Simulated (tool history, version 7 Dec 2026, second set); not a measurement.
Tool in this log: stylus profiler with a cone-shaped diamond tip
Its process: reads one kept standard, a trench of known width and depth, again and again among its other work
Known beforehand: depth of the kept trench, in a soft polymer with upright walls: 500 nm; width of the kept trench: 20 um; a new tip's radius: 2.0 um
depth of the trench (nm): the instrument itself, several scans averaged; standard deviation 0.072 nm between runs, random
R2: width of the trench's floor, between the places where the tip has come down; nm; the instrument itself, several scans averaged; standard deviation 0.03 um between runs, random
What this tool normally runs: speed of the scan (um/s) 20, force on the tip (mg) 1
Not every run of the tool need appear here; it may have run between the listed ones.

run 1 hour=0 | speed_of_the_scan_(um/s)=20 force_on_the_tip_(mg)=1 | depth_of_the_trench_(nm)=501.17 R2=16440
run 2 hour=49.5 | speed_of_the_scan_(um/s)=20 force_on_the_tip_(mg)=1.06 | depth_of_the_trench_(nm)=501.16 R2=16450
run 3 hour=99.5 | speed_of_the_scan_(um/s)=20 force_on_the_tip_(mg)=1.06 | depth_of_the_trench_(nm)=501.09 R2=16420
run 4 hour=186.9 | speed_of_the_scan_(um/s)=20 force_on_the_tip_(mg)=2.37 | depth_of_the_trench_(nm)=502.46 R2=16390
run 5 hour=240.3 | speed_of_the_scan_(um/s)=20 force_on_the_tip_(mg)=2.37 | depth_of_the_trench_(nm)=502.58 R2=16450
run 6 hour=322.4 | speed_of_the_scan_(um/s)=20 force_on_the_tip_(mg)=1 | depth_of_the_trench_(nm)=500.87 R2=16320
run 7 hour=410.9 | speed_of_the_scan_(um/s)=20 force_on_the_tip_(mg)=1 | depth_of_the_trench_(nm)=500.69 R2=16280
run 8 hour=492.9 | speed_of_the_scan_(um/s)=20 force_on_the_tip_(mg)=1 | depth_of_the_trench_(nm)=500.69 R2=16220
-- hour=585.8 height scale calibrated on a step standard
run 9 hour=585.8 | speed_of_the_scan_(um/s)=20 force_on_the_tip_(mg)=1 | depth_of_the_trench_(nm)=499.82 R2=16220
run 10 hour=638.9 | speed_of_the_scan_(um/s)=20 force_on_the_tip_(mg)=1 | depth_of_the_trench_(nm)=499.79 R2=16120
run 11 hour=735.5 | speed_of_the_scan_(um/s)=20 force_on_the_tip_(mg)=1 | depth_of_the_trench_(nm)=499.68 R2=16060
run 12 hour=779.6 | speed_of_the_scan_(um/s)=20 force_on_the_tip_(mg)=1 | depth_of_the_trench_(nm)=499.67 R2=16060
run 13 hour=865 | speed_of_the_scan_(um/s)=20 force_on_the_tip_(mg)=1 | depth_of_the_trench_(nm)=499.64 R2=15990
-- hour=896.6 height scale calibrated on a step standard, once more
run 14 hour=919.9 | speed_of_the_scan_(um/s)=20 force_on_the_tip_(mg)=1 | depth_of_the_trench_(nm)=502.31 R2=15990
run 15 hour=968.3 | speed_of_the_scan_(um/s)=20 force_on_the_tip_(mg)=0.48 | depth_of_the_trench_(nm)=501.47 R2=15940
run 16 hour=1009.2 | speed_of_the_scan_(um/s)=20 force_on_the_tip_(mg)=0.48 | depth_of_the_trench_(nm)=501.47 R2=15880
run 17 hour=1063.5 | speed_of_the_scan_(um/s)=20 force_on_the_tip_(mg)=1 | depth_of_the_trench_(nm)=502.19 R2=15950
run 18 hour=1160.6 | speed_of_the_scan_(um/s)=20 force_on_the_tip_(mg)=1 | depth_of_the_trench_(nm)=502.13 R2=15910
run 19 hour=1234.7 | speed_of_the_scan_(um/s)=20 force_on_the_tip_(mg)=1 | depth_of_the_trench_(nm)=502.02 R2=15830
run 20 hour=1276.2 | speed_of_the_scan_(um/s)=9 force_on_the_tip_(mg)=0.47 | depth_of_the_trench_(nm)=501.33 R2=15840
run 21 hour=1369.1 | speed_of_the_scan_(um/s)=9 force_on_the_tip_(mg)=1.25 | depth_of_the_trench_(nm)=502.28 R2=15840
run 22 hour=1429.9 | speed_of_the_scan_(um/s)=9 force_on_the_tip_(mg)=1.25 | depth_of_the_trench_(nm)=502.18 R2=15840
run 23 hour=1478.9 | speed_of_the_scan_(um/s)=9 force_on_the_tip_(mg)=1.79 | depth_of_the_trench_(nm)=502.77 R2=15830
run 24 hour=1557.6 | speed_of_the_scan_(um/s)=28 force_on_the_tip_(mg)=2.09 | depth_of_the_trench_(nm)=502.95 R2=15680
run 25 hour=1611.1 | speed_of_the_scan_(um/s)=48 force_on_the_tip_(mg)=1.41 | depth_of_the_trench_(nm)=502.16 R2=15560
run 26 hour=1675.9 | speed_of_the_scan_(um/s)=38 force_on_the_tip_(mg)=1.85 | depth_of_the_trench_(nm)=502.58 R2=15590
run 27 hour=1736.3 | speed_of_the_scan_(um/s)=21 force_on_the_tip_(mg)=0.38 | depth_of_the_trench_(nm)=500.66 R2=15550
run 28 hour=1777.8 | speed_of_the_scan_(um/s)=21 force_on_the_tip_(mg)=0.38 | depth_of_the_trench_(nm)=500.78 R2=15520
run 29 hour=1841.8 | speed_of_the_scan_(um/s)=21 force_on_the_tip_(mg)=0.38 | depth_of_the_trench_(nm)=500.65 R2=15500
run 30 hour=1903.1 | speed_of_the_scan_(um/s)=70 force_on_the_tip_(mg)=0.78 | depth_of_the_trench_(nm)=501.19 R2=15210

Expected results for the next run?
run 31 hour=1995.2 | speed_of_the_scan_(um/s)=14 force_on_the_tip_(mg)=1.31 | depth_of_the_trench_(nm)=? R2=?

depth of the trench (nm): 501.84
R2: 15610 nm
Minus the tool's unlogged condition, the same run would have read depth of the trench (nm) 502.41, R2 17330 nm.

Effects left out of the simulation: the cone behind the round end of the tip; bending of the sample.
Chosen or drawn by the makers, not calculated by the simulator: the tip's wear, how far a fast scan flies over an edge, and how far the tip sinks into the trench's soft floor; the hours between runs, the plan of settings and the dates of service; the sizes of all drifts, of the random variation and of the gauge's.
